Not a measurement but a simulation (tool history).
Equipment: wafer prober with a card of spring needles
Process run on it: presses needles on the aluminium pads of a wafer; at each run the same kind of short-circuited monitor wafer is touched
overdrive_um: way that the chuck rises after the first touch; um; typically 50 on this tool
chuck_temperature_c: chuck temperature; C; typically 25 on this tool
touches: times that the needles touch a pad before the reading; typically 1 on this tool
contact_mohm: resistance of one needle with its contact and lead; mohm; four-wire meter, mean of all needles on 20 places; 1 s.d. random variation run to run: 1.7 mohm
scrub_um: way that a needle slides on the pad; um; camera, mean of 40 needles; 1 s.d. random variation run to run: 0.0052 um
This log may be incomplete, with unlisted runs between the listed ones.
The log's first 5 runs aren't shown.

run   hour  overdrive_um  chuck_temperature_c  touches  touches since the tips were cleaned  cleanings since the card got new needles  touches since the first contact's height was set  contact_mohm  scrub_um
     151.3  -- tips cleaned on abrasive film
     157.8  -- height of the first contact set anew
     169.3  -- tips cleaned on abrasive film
  6  173.4            55                   25        1                                 2040                                        94                                              7731           174    12.852
     186.4  -- tips cleaned on abrasive film
     203.0  -- tips cleaned on abrasive film
  7  208.8            55                   25        1                                 2858                                        96                                             25180           173    12.834
     219.1  -- tips cleaned on abrasive film
     237.1  -- tips cleaned on abrasive film
  8  238.0            55                   25        1                                  429                                        98                                             39596           176    12.852
     254.9  -- tips cleaned on abrasive film
  9  254.9            55                   25        1                                    0                                        99                                             47939           170    12.839
     272.3  -- tips cleaned on abrasive film
 10  275.8            50                   25        1                                 1726                                       100                                             58261           174    11.678
     289.1  -- tips cleaned on abrasive film
     306.0  -- tips cleaned on abrasive film
 11  312.6            50                   25        1                                 3296                                       102                                             76462           176    11.680
     324.8  -- tips cleaned on abrasive film
     325.1  -- height of the first contact set anew
     341.7  -- tips cleaned on abrasive film
 12  351.9            50                   25        2                                 5029                                       104                                             13251           171    11.679
     358.5  -- tips cleaned on abrasive film
     375.7  -- tips cleaned on abrasive film
     392.7  -- tips cleaned on abrasive film
 13  392.8            50                   25        2                                   76                                       107                                             33457           178    11.684
     408.9  -- tips cleaned on abrasive film
     426.9  -- tips cleaned on abrasive film
 14  426.9            50                   25        2                                    0                                       109                                             50245           176    11.668
     445.7  -- tips cleaned on abrasive film
     461.7  -- tips cleaned on abrasive film
 15  466.3            50                   25        2                                 2318                                       111                                             69751           176    11.673
     479.1  -- tips cleaned on abrasive film
     491.4  -- height of the first contact set anew
     497.8  -- tips cleaned on abrasive film
 16  503.4            40                   25        1                                 2810                                       113                                              5902           183     9.337
     516.1  -- tips cleaned on abrasive film
     534.1  -- tips cleaned on abrasive film
 17  544.8            63                  112        1                                 5304                                       115                                             26342           192    14.705
     552.3  -- tips cleaned on abrasive film
     570.1  -- tips cleaned on abrasive film
 18  570.7            62                   63        1                                  297                                       117                                             39107           179    14.476
     587.0  -- tips cleaned on abrasive film
     603.2  -- tips cleaned on abrasive film
 19  603.2            62                   63        1                                    0                                       119                                             55158           181    14.476
     620.1  -- tips cleaned on abrasive film
 20  620.1            50                   72        2                                    0                                       120                                             63494           187    11.671
     636.3  -- tips cleaned on abrasive film
 21  643.0            34                   69        1                                 3303                                       121                                             74828           194     7.938
     653.1  -- tips cleaned on abrasive film
     656.4  -- height of the first contact set anew
     670.7  -- tips cleaned on abrasive film
 22  679.3            43                   38        1                                 4268                                       123                                             11329           183    10.037
     687.4  -- tips cleaned on abrasive film
     705.0  -- tips cleaned on abrasive film
 23  709.6            43                   38        3                                 2296                                       125                                             26297           181    10.038
     721.8  -- tips cleaned on abrasive film
 24  727.5            34                   32        2                                 2801                                       126                                             35117           182     7.942
     737.7  -- tips cleaned on abrasive film
     756.3  -- tips cleaned on abrasive film
 25  758.4            34                   32        2                                 1029                                       128                                             50376           187     7.942
     774.3  -- tips cleaned on abrasive film
 26  783.1            50                   25        3                                 4371                                       129                                             62616           179    11.674
     790.4  -- tips cleaned on abrasive film
     807.1  -- tips cleaned on abrasive film
 27  816.6            49                   64        2                                 4706                                       131                                             79134           184    11.433
     820.0  -- height of the first contact set anew
     823.7  -- tips cleaned on abrasive film
 28  837.6            49                   64        2                                 6898                                       132                                              8672           184    11.438
     841.1  -- tips cleaned on abrasive film
     857.1  -- tips cleaned on abrasive film
     875.3  -- tips cleaned on abrasive film
 29  878.0            49                   64        2                                 1364                                       135                                             28616           185    11.449
     894.0  -- tips cleaned on abrasive film
 30  905.7            49                   64        2                                 5838                                       136                                             42319           185    11.446

Predict each of these 4 candidate next runs independently; none follows another, all start after run 30:
     911.1  -- tips cleaned on abrasive film
     927.3  -- tips cleaned on abrasive film
  A  927.3            50                   98        1                                    0                                       138                                             52924             ?         ?
     911.1  -- tips cleaned on abrasive film
     927.3  -- tips cleaned on abrasive film
  B  927.3            65                   45        2                                    0                                       138                                             52924             ?         ?
     911.1  -- tips cleaned on abrasive film
     927.3  -- tips cleaned on abrasive film
  C  927.3            49                   64        2                                    0                                       138                                             52924             ?         ?
     911.1  -- tips cleaned on abrasive film
     927.3  -- tips cleaned on abrasive film
  D  927.3            50                   25        1                                    0                                       138                                             52924             ?         ?

run  contact_mohm  scrub_um
  A           191    11.670
  B           176    15.181
  C           183    11.447
  D           174    11.661
The same runs, with their run-to-run variation unchanged, on a tool lacking any hidden condition would have given:
run  contact_mohm  scrub_um
  A           191    11.671
  B           176    15.182
  C           183    11.448
  D           174    11.662
